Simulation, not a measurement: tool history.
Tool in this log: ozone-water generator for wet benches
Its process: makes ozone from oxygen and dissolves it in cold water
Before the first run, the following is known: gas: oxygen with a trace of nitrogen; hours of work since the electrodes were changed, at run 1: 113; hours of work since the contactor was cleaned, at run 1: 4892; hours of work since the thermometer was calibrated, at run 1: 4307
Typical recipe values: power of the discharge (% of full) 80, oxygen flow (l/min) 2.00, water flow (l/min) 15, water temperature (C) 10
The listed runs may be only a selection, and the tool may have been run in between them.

run	day	power of the discharge (% of full)	oxygen flow (l/min)	water flow (l/min)	water temperature (C)	hours of work since the electrodes were changed	hours of work since the contactor was cleaned	hours of work since the thermometer was calibrated	dissolved ozone (ppm)	ozone in the gas ahead of the water (g/m3)
1	0.000	80	2.00	15	10	113	4892	4307	12.2	155.0
2	3.762	87	2.00	15	10	179	4959	4374	13.0	162.9
3	6.533	87	2.00	15	10	229	5008	4423	12.7	162.2
4	9.029	87	2.00	15	10	273	5052	4467	12.8	163.6
5	12.892	87	2.00	15	10	341	5121	4535	12.7	162.5
6	14.933	87	2.00	16	10	377	5157	4572	11.8	162.0
7	18.546	80	2.00	15	10	441	5221	4635	12.0	154.8
8	20.792	80	2.00	15	10	481	5260	4675	12.2	152.8
9	22.979	80	2.00	18	10	520	5299	4714	9.8	153.1
10	25.167	80	2.00	18	10	558	5338	4753	9.9	152.8
11	28.312	80	2.00	18	10	614	5394	4808	9.8	150.4
12	31.875	80	2.00	18	10	677	5457	4871	9.5	153.7
13	35.267	80	2.00	15	5	737	5517	4932	12.4	154.0
14	38.788	80	2.75	15	9	800	5579	4994	13.6	136.9
15	42.721	91	2.00	15	9	869	5649	5063	13.0	165.7
16	46.617	48	1.30	15	10	938	5718	5132	7.2	128.4
17	48.429	48	1.84	15	8	970	5750	5165	8.5	113.2
18	51.929	70	1.62	10	10	1032	5812	5227	15.4	151.9
19	55.933	96	1.17	18	13	1103	5883	5297	8.4	211.4
# day 57.396: water thermometer calibrated
20	58.667	67	1.33	18	8	1151	5931	23	7.1	157.2
21	60.367	47	2.25	18	14	1181	5961	53	7.1	102.3
22	62.279	44	2.93	11	11	1215	5995	86	12.3	88.9
23	64.183	63	2.00	10	8	1249	6028	120	15.8	128.3
24	67.721	47	2.89	15	10	1311	6091	183	9.7	94.5
25	70.358	47	2.89	15	10	1358	6138	230	9.4	94.0
26	73.633	47	2.89	15	10	1416	6196	287	9.5	93.7

5 options for the next run, each taken on its own from the tool as it stands now. Forecast them:
A	76.092	47	1.57	19	10	1460	6239	331	?	?
B	76.092	80	2.00	15	17	1460	6239	331	?	?
C	76.092	60	2.00	12	10	1460	6239	331	?	?
D	76.092	61	2.00	15	10	1460	6239	331	?	?
E	76.092	75	2.26	10	10	1460	6239	331	?	?

run	dissolved ozone (ppm)	ozone in the gas ahead of the water (g/m3)
A	5.8	118.3
B	11.2	152.0
C	12.5	125.3
D	10.1	126.9
E	17.6	138.5
Had the tool no hidden state, the same runs would have come out as:
run	dissolved ozone (ppm)	ozone in the gas ahead of the water (g/m3)
A	6.0	119.5
B	11.7	154.3
C	13.0	126.8
D	10.5	128.5
E	18.2	140.5
